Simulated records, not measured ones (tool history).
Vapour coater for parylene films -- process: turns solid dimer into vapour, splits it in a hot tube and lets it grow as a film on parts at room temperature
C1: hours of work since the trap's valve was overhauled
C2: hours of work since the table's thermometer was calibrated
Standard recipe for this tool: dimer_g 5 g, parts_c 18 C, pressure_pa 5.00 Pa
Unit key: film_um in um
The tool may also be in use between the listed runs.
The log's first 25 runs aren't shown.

{"run": 26, "hour": 1274.7, "dimer_g": 2, "parts_c": 23, "pressure_pa": 5.0, "C1": 139, "C2": 760, "film_um": 0.59}
{"run": 27, "hour": 1334.1, "dimer_g": 2, "parts_c": 22, "pressure_pa": 8.25, "C1": 172, "C2": 793, "film_um": 0.6}
{"run": 28, "hour": 1370.9, "dimer_g": 5, "parts_c": 12, "pressure_pa": 4.02, "C1": 193, "C2": 814, "film_um": 2.57}
{"run": 29, "hour": 1427.0, "dimer_g": 3, "parts_c": 14, "pressure_pa": 5.0, "C1": 224, "C2": 845, "film_um": 1.36}
{"run": 30, "hour": 1463.1, "dimer_g": 3, "parts_c": 11, "pressure_pa": 2.82, "C1": 244, "C2": 865, "film_um": 1.65}
{"run": 31, "hour": 1505.9, "dimer_g": 3, "parts_c": 11, "pressure_pa": 2.82, "C1": 268, "C2": 889, "film_um": 1.66}
{"run": 32, "hour": 1542.2, "dimer_g": 5, "parts_c": 27, "pressure_pa": 4.31, "C1": 289, "C2": 910, "film_um": 1.22}
{"run": 33, "hour": 1573.5, "dimer_g": 4, "parts_c": 22, "pressure_pa": 7.97, "C1": 306, "C2": 927, "film_um": 1.18}
{"run": 34, "hour": 1640.5, "dimer_g": 4, "parts_c": 22, "pressure_pa": 7.97, "C1": 344, "C2": 965, "film_um": 1.19}
{"run": 35, "hour": 1687.9, "dimer_g": 3, "parts_c": 18, "pressure_pa": 7.14, "C1": 370, "C2": 991, "film_um": 1.1}
{"run": 36, "hour": 1718.0, "dimer_g": 7, "parts_c": 23, "pressure_pa": 9.74, "C1": 387, "C2": 1008, "film_um": 1.94}
{"run": 37, "hour": 1760.2, "dimer_g": 5, "parts_c": 17, "pressure_pa": 4.76, "C1": 411, "C2": 1032, "film_um": 1.97}
{"run": 38, "hour": 1805.5, "dimer_g": 2, "parts_c": 22, "pressure_pa": 7.43, "C1": 436, "C2": 1057, "film_um": 0.6}
{"run": 39, "hour": 1834.4, "dimer_g": 2, "parts_c": 22, "pressure_pa": 7.43, "C1": 452, "C2": 1073, "film_um": 0.6}
{"run": 40, "hour": 1879.8, "dimer_g": 5, "parts_c": 12, "pressure_pa": 2.25, "C1": 478, "C2": 1099, "film_um": 2.67}
{"run": 41, "hour": 1916.5, "dimer_g": 5, "parts_c": 12, "pressure_pa": 2.25, "C1": 499, "C2": 1119, "film_um": 2.7}

Below are 5 alternative next runs, each starting from the tool's condition after run 41. Predict each:
{"run": "A", "hour": 1976.6, "dimer_g": 3, "parts_c": 16, "pressure_pa": 2.25, "C1": 532, "C2": 1153, "film_um": "?"}
{"run": "B", "hour": 1976.6, "dimer_g": 6, "parts_c": 18, "pressure_pa": 5.0, "C1": 532, "C2": 1153, "film_um": "?"}
{"run": "C", "hour": 1976.6, "dimer_g": 4, "parts_c": 24, "pressure_pa": 7.59, "C1": 532, "C2": 1153, "film_um": "?"}
{"run": "D", "hour": 1976.6, "dimer_g": 5, "parts_c": 10, "pressure_pa": 4.92, "C1": 532, "C2": 1153, "film_um": "?"}
{"run": "E", "hour": 1976.6, "dimer_g": 5, "parts_c": 11, "pressure_pa": 7.5, "C1": 532, "C2": 1153, "film_um": "?"}

run=A film_um=1.34
run=B film_um=2.23
run=C film_um=1.06
run=D film_um=2.77
run=E film_um=2.53
The same runs, with their run-to-run variation unchanged, on a tool lacking any hidden condition would have given:
run=A film_um=1.34
run=B film_um=2.24
run=C film_um=1.07
run=D film_um=2.78
run=E film_um=2.54

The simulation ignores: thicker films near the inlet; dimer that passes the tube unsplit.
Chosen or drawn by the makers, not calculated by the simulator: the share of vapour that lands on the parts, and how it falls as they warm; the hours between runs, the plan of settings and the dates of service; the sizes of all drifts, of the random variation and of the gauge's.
